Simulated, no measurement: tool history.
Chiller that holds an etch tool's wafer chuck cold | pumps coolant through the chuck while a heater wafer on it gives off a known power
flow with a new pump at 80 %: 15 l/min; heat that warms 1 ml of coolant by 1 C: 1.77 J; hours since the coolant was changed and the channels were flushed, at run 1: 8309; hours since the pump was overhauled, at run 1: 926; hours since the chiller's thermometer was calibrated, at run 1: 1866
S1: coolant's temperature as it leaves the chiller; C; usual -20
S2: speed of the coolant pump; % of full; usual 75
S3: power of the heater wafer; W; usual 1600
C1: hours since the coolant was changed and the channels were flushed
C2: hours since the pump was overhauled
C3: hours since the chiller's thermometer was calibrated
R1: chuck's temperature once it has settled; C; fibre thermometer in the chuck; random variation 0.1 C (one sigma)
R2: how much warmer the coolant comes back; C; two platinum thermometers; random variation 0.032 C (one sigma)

| run | hour | S1 | S2 | S3 | C1 | C2 | C3 | R1 | R2 |
|---|---|---|---|---|---|---|---|---|---|
| 1 | 0.0 | -20 | 75 | 1600 | 8309 | 926 | 1866 | -3.0 | 3.88 |
| 2 | 27.6 | -20 | 75 | 990 | 8337 | 954 | 1894 | -9.5 | 2.47 |
| 3 | 57.0 | -20 | 75 | 990 | 8366 | 983 | 1923 | -9.5 | 2.48 |
| 4 | 72.4 | -20 | 74 | 990 | 8382 | 999 | 1938 | -9.4 | 2.49 |
| 5 | 90.3 | -20 | 75 | 887 | 8400 | 1016 | 1956 | -10.4 | 2.22 |
| 6 | 114.6 | -20 | 79 | 1600 | 8424 | 1041 | 1981 | -3.7 | 3.79 |
| 7 | 139.7 | -20 | 79 | 1600 | 8449 | 1066 | 2006 | -3.6 | 3.75 |
| 8 | 164.9 | -20 | 79 | 1600 | 8474 | 1091 | 2031 | -3.6 | 3.76 |
| 9 | 199.8 | -20 | 60 | 1600 | 8509 | 1126 | 2066 | 0.5 | 5.08 |
| 10 | 220.8 | -20 | 60 | 1600 | 8530 | 1147 | 2087 | 0.4 | 5.02 |
| 11 | 240.6 | -20 | 60 | 1600 | 8550 | 1167 | 2107 | 0.3 | 5.04 |
| 12 | 274.7 | -20 | 75 | 1600 | 8584 | 1201 | 2141 | -2.8 | 3.99 |
| 13 | 290.0 | -20 | 75 | 1600 | 8599 | 1216 | 2156 | -2.7 | 3.94 |
| 14 | 321.1 | -20 | 75 | 1600 | 8630 | 1247 | 2187 | -2.8 | 3.97 |
| 15 | 350.4 | -27 | 75 | 1600 | 8660 | 1276 | 2216 | -9.7 | 4.02 |
| 16 | 386.2 | -27 | 75 | 1600 | 8696 | 1312 | 2252 | -9.6 | 3.93 |
| 17 | 417.4 | -20 | 65 | 1696 | 8727 | 1344 | 2283 | 0.5 | 4.94 |
| 18 | 435.0 | -14 | 98 | 1510 | 8744 | 1361 | 2301 | -0.8 | 2.81 |
| 19 | 453.3 | -14 | 98 | 1510 | 8763 | 1379 | 2319 | -1.0 | 2.84 |

The next listed run, before its measurement:
| 20 | 486.0 | -20 | 83 | 1757 | 8795 | 1412 | 2352 | ? | ? |

R1: -2.5 C
R2: 3.93 C
Without the tool's hidden state the same run would have given R1 -6.0 C, R2 3.86 C.
